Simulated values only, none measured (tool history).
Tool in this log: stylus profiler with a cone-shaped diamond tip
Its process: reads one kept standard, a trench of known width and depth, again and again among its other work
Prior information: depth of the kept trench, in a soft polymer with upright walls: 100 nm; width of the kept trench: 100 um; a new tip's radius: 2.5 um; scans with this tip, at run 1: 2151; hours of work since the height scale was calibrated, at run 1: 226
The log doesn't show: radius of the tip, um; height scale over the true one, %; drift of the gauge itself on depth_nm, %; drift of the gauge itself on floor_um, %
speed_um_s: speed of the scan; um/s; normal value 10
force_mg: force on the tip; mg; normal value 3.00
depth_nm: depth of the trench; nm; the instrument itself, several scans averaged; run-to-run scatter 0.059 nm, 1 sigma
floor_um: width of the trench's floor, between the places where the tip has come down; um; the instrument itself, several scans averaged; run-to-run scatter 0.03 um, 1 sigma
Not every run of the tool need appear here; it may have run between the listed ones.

run	hour	speed_um_s	force_mg	scans with this tip	hours of work since the height scale was calibrated	depth_nm	floor_um
1	0.0	10	3.00	2151	226	101.68	98.50
2	17.7	10	3.00	2249	236	101.67	98.46
3	43.7	10	3.00	2394	252	101.65	98.45
4	68.9	10	3.39	2534	266	101.83	98.48
5	89.4	10	3.39	2648	278	101.73	98.47
6	109.7	10	1.81	2760	290	101.27	98.49
7	142.4	10	3.00	2942	309	101.51	98.48
8	160.6	10	3.00	3044	320	101.68	98.40
9	189.7	10	3.00	3205	337	101.69	98.43
10	208.9	24	3.00	3312	348	101.64	98.36
11	223.9	24	3.00	3395	357	101.63	98.33
12	249.0	24	3.00	3534	371	101.66	98.36
13	273.3	10	3.00	3670	386	101.67	98.40
14	289.8	10	3.00	3761	395	101.62	98.43
15	308.8	10	2.27	3867	406	101.42	98.33
16	323.4	28	4.71	3948	415	102.19	98.34
17	341.7	30	1.98	4050	426	101.33	98.27
18	375.7	13	2.45	4239	445	101.49	98.39
19	392.6	3	1.56	4333	455	101.18	98.45
20	409.6	3	2.34	4427	465	101.44	98.43
21	433.1	35	2.34	4558	479	101.52	98.23
22	452.2	6	3.15	4664	490	101.71	98.43
23	467.5	6	3.15	4749	499	101.67	98.33
24	484.6	2	1.44	4844	509	101.14	98.40
25	519.4	13	3.00	5037	529	101.65	98.33
26	543.8	2	1.43	5173	544	101.16	98.36
27	567.0	11	1.86	5302	557	101.44	98.32
28	585.3	11	1.86	5403	568	101.33	98.35
29	610.7	11	1.86	5545	583	101.37	98.29
30	629.1	11	4.53	5647	593	102.17	98.37

Below are 3 alternative next runs, each starting from the tool's condition after run 30. Predict each:
A	656.9	13	5.18	5801	610	?	?
B	656.9	11	5.27	5801	610	?	?
C	656.9	11	7.55	5801	610	?	?

run	depth_nm	floor_um
A	102.46	98.32
B	102.45	98.33
C	102.99	98.30
Without the tool's unlogged condition, the same runs would have read:
run	depth_nm	floor_um
A	102.17	98.54
B	102.16	98.55
C	102.70	98.52

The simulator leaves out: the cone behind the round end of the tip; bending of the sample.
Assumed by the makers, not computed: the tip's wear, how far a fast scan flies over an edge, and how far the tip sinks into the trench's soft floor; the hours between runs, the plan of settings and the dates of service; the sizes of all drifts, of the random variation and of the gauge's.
